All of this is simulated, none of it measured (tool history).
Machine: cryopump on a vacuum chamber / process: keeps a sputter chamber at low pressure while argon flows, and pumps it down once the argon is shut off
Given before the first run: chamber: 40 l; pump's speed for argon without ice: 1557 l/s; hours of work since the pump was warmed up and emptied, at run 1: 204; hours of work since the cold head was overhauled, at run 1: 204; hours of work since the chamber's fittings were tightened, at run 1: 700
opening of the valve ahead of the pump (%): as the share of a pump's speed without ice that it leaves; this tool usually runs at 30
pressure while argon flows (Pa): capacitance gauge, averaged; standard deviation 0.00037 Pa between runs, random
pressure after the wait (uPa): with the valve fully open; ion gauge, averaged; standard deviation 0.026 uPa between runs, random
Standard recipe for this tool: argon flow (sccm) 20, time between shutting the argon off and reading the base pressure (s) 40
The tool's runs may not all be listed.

run,hour,argon flow (sccm),time between shutting the argon off and reading the base pressure (s),opening of the valve ahead of the pump (%),hours of work since the pump was warmed up and emptied,hours of work since the cold head was overhauled,hours of work since the chamber's fittings were tightened,pressure while argon flows (Pa),pressure after the wait (uPa)
1,0.0,20,40,30,204,204,700,0.0732,1.75
2,29.6,18,40,30,216,216,713,0.0662,1.83
3,67.8,20,34,30,232,232,729,0.0739,1.97
4,104.5,20,34,30,248,248,744,0.0732,1.93
5,121.8,20,34,30,255,255,752,0.0735,1.97
6,150.2,20,40,30,267,267,764,0.0734,1.81
7,172.1,20,40,30,276,276,773,0.0736,1.83
8,194.3,20,40,30,286,286,782,0.0734,1.83
9,232.4,20,40,30,302,302,799,0.0731,1.84
10,257.0,23,40,30,312,312,809,0.0846,1.84
11,283.0,23,40,30,323,323,820,0.0849,1.86
12,324.1,23,40,30,341,341,837,0.0847,1.88
13,357.8,23,40,30,355,355,851,0.0845,1.88
14,379.5,19,40,30,364,364,861,0.0698,1.88
15,401.2,19,40,30,373,373,870,0.0703,1.89
16,429.4,15,40,30,385,385,882,0.0552,1.94
17,467.1,15,40,30,401,401,898,0.0556,1.97
18,492.4,23,207,28,412,412,908,0.0902,1.13
19,513.0,13,66,23,420,420,917,0.0626,1.58
20,543.8,20,40,50,433,433,930,0.0440,2.04
21,565.0,25,115,30,442,442,939,0.0922,1.33
22,588.7,25,115,30,452,452,949,0.0918,1.38
23,623.5,25,115,30,467,467,964,0.0920,1.41
24,663.0,25,115,30,484,484,980,0.0925,1.40
25,683.2,25,115,30,492,492,989,0.0922,1.38
26,713.9,25,115,30,505,505,1002,0.0930,1.47
27,732.8,34,77,49,513,513,1010,0.0784,1.59
28,769.9,34,77,49,529,529,1026,0.0792,1.59
29,794.8,20,263,47,540,540,1036,0.0480,1.29
30,817.7,40,40,30,549,549,1046,0.1489,2.06
31,852.4,16,123,22,564,564,1060,0.0806,1.46
32,890.3,8,45,26,580,580,1076,0.0341,2.02
33,912.8,22,63,30,589,589,1086,0.0822,1.78
34,954.6,22,63,30,607,607,1104,0.0814,1.85

4 ways to go on from here, each from the tool as it stands after run 34. What would each give?
A,990.2,22,72,15,622,622,1119,?,?
B,990.2,9,183,30,622,622,1119,?,?
C,990.2,22,88,38,622,622,1119,?,?
D,990.2,10,24,51,622,622,1119,?,?

run,pressure while argon flows (Pa),pressure after the wait (uPa)
A,0.1608,1.79
B,0.0336,1.45
C,0.0656,1.67
D,0.0224,2.73
Had the tool no hidden state, the same runs would have come out as:
run,pressure while argon flows (Pa),pressure after the wait (uPa)
A,0.1583,0.73
B,0.0326,0.39
C,0.0631,0.62
D,0.0213,1.72

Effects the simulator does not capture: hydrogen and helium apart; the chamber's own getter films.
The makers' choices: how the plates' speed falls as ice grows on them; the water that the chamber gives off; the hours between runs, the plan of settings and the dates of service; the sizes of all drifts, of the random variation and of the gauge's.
